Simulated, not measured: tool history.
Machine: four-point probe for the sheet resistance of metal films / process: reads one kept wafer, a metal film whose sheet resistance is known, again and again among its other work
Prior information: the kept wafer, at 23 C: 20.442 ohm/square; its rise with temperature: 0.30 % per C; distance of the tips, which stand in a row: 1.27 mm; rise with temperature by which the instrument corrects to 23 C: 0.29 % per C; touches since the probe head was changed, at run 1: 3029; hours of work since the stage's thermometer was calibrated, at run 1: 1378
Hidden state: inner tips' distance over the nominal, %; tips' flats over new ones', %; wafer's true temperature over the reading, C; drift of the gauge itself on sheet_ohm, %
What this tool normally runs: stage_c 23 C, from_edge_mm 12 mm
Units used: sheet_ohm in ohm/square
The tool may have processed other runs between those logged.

| run | day | stage_c | from_edge_mm | touches since the probe head was changed | hours of work since the stage's thermometer was calibrated | sheet_ohm |
|---|---|---|---|---|---|---|
| 1 | 0 | 23 | 12 | 3029 | 1378 | 20.561999 |
| 2 | 0.579 | 23 | 12 | 3595 | 1388 | 20.551747 |
| 3 | 1.121 | 23 | 12 | 4126 | 1398 | 20.56765 |
| 4 | 1.708 | 23 | 12 | 4701 | 1408 | 20.565497 |
| 5 | 2.279 | 23 | 12 | 5261 | 1418 | 20.565644 |
| 6 | 2.962 | 23 | 12 | 5929 | 1430 | 20.563058 |
| 7 | 3.404 | 30 | 12 | 6363 | 1438 | 20.581593 |
| 8 | 3.733 | 30 | 12 | 6684 | 1444 | 20.580607 |
| 9 | 4.133 | 30 | 12 | 7078 | 1451 | 20.584039 |
| 10 | 4.717 | 23 | 28 | 7649 | 1461 | 20.462413 |
| 11 | 5.233 | 23 | 28 | 8153 | 1470 | 20.458183 |
| 12 | 5.642 | 18 | 28 | 8554 | 1477 | 20.449038 |
| 13 | 6.246 | 26 | 28 | 9147 | 1488 | 20.469167 |
| 14 | 7.004 | 29 | 4 | 9890 | 1501 | 21.505043 |
| 15 | 7.475 | 26 | 26 | 10350 | 1510 | 20.468611 |
| 16 | 7.9 | 26 | 26 | 10767 | 1517 | 20.470676 |
| 17 | 8.346 | 31 | 12 | 11203 | 1525 | 20.581258 |
| 18 | 9.121 | 31 | 12 | 11964 | 1539 | 20.592759 |
| 19 | 9.454 | 31 | 12 | 12290 | 1545 | 20.583531 |
| 20 | 9.896 | 31 | 4 | 12721 | 1552 | 21.514335 |
| 21 | 10.533 | 31 | 4 | 13347 | 1564 | 21.509606 |
| 22 | 10.867 | 31 | 23 | 13672 | 1570 | 20.496809 |
| 23 | 11.512 | 33 | 5 | 14307 | 1581 | 21.15935 |
|  | 11.892 | stage's thermometer calibrated |
| 24 | 12.208 | 28 | 53 | 14965 | 6 | 20.459307 |
| 25 | 12.679 | 22 | 40 | 15427 | 14 | 20.447668 |

5 ways to go on from here, each from the tool as it stands after run 25. What would each give?
| A | 13.242 | 33 | 28 | 15981 | 24 | ? |
| B | 13.242 | 23 | 71 | 15981 | 24 | ? |
| C | 13.242 | 22 | 64 | 15981 | 24 | ? |
| D | 13.242 | 34 | 43 | 15981 | 24 | ? |
| E | 13.242 | 31 | 11 | 15981 | 24 | ? |

| run | sheet_ohm |
|---|---|
| A | 20.488722 |
| B | 20.446657 |
| C | 20.452082 |
| D | 20.473685 |
| E | 20.598892 |
With the hidden condition removed and each run's random variation left untouched, the same runs would have given:
| run | sheet_ohm |
|---|---|
| A | 20.489016 |
| B | 20.446952 |
| C | 20.452378 |
| D | 20.473978 |
| E | 20.599188 |
